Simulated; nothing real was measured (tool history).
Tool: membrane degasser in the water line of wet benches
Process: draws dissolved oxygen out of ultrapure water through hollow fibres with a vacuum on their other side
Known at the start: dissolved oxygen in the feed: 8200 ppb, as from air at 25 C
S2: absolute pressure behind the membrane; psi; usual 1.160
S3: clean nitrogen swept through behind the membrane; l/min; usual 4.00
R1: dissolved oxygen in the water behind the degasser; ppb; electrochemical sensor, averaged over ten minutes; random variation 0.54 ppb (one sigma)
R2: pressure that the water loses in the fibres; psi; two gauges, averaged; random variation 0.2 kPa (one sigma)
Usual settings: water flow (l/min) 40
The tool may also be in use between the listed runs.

{"run": 1, "day": 0.0, "water flow (l/min)": 40, "S2": 1.16, "S3": 4.0, "R1": 118.2, "R2": 7.026}
{"run": 2, "day": 7.671, "water flow (l/min)": 40, "S2": 1.16, "S3": 4.0, "R1": 119.5, "R2": 7.013}
{"run": 3, "day": 17.958, "water flow (l/min)": 40, "S2": 1.16, "S3": 4.0, "R1": 119.9, "R2": 7.004}
{"run": 4, "day": 27.158, "water flow (l/min)": 40, "S2": 1.16, "S3": 4.0, "R1": 119.9, "R2": 7.004}
{"run": 5, "day": 36.083, "water flow (l/min)": 40, "S2": 1.16, "S3": 4.0, "R1": 118.7, "R2": 6.979}
{"run": 6, "day": 42.729, "water flow (l/min)": 40, "S2": 1.16, "S3": 4.0, "R1": 118.8, "R2": 7.039}
{"run": 7, "day": 50.121, "water flow (l/min)": 40, "S2": 1.16, "S3": 4.0, "R1": 120.6, "R2": 7.042}
{"run": 8, "day": 57.612, "water flow (l/min)": 40, "S2": 1.16, "S3": 4.0, "R1": 120.1, "R2": 7.065}
{"run": 9, "day": 62.696, "water flow (l/min)": 53, "S2": 1.16, "S3": 4.0, "R1": 164.1, "R2": 9.351}
{"run": 10, "day": 72.421, "water flow (l/min)": 33, "S2": 1.16, "S3": 4.0, "R1": 98.5, "R2": 5.825}
{"run": 11, "day": 80.596, "water flow (l/min)": 40, "S2": 1.16, "S3": 4.0, "R1": 120.6, "R2": 7.039}
{"day": 81.3, "done": "vacuum gauge calibrated"}
{"run": 12, "day": 90.471, "water flow (l/min)": 35, "S2": 0.814, "S3": 1.92, "R1": 106.5, "R2": 6.123}
{"run": 13, "day": 100.946, "water flow (l/min)": 40, "S2": 2.899, "S3": 4.0, "R1": 394.0, "R2": 7.068}
{"run": 14, "day": 109.771, "water flow (l/min)": 43, "S2": 1.843, "S3": 6.77, "R1": 155.6, "R2": 7.645}
{"run": 15, "day": 117.596, "water flow (l/min)": 25, "S2": 1.707, "S3": 11.08, "R1": 50.3, "R2": 4.438}
{"run": 16, "day": 128.675, "water flow (l/min)": 25, "S2": 1.707, "S3": 11.08, "R1": 50.0, "R2": 4.454}
{"run": 17, "day": 137.221, "water flow (l/min)": 32, "S2": 2.074, "S3": 11.08, "R1": 83.3, "R2": 5.617}
{"day": 143.133, "done": "vacuum gauge calibrated, once more"}
{"run": 18, "day": 147.954, "water flow (l/min)": 40, "S2": 1.16, "S3": 7.96, "R1": 64.6, "R2": 7.078}
{"run": 19, "day": 159.438, "water flow (l/min)": 33, "S2": 2.222, "S3": 8.71, "R1": 116.6, "R2": 5.842}
{"run": 20, "day": 169.571, "water flow (l/min)": 39, "S2": 0.996, "S3": 7.39, "R1": 53.5, "R2": 6.923}
{"run": 21, "day": 175.483, "water flow (l/min)": 40, "S2": 1.16, "S3": 4.13, "R1": 115.6, "R2": 7.101}

Forecast each of these 3 alternatives for the next run:
{"run": "A", "day": 184.496, "water flow (l/min)": 40, "S2": 1.392, "S3": 4.13, "R1": "?", "R2": "?"}
{"run": "B", "day": 184.496, "water flow (l/min)": 35, "S2": 0.789, "S3": 4.13, "R1": "?", "R2": "?"}
{"run": "C", "day": 184.496, "water flow (l/min)": 40, "S2": 0.899, "S3": 7.37, "R1": "?", "R2": "?"}

run=A R1=152.6 R2=7.071
run=B R1=50.0 R2=6.182
run=C R1=46.1 R2=7.113
Without the tool's hidden state the same runs would have given:
run=A R1=148.3 R2=6.675
run=B R1=47.3 R2=5.836
run=C R1=43.1 R2=6.715
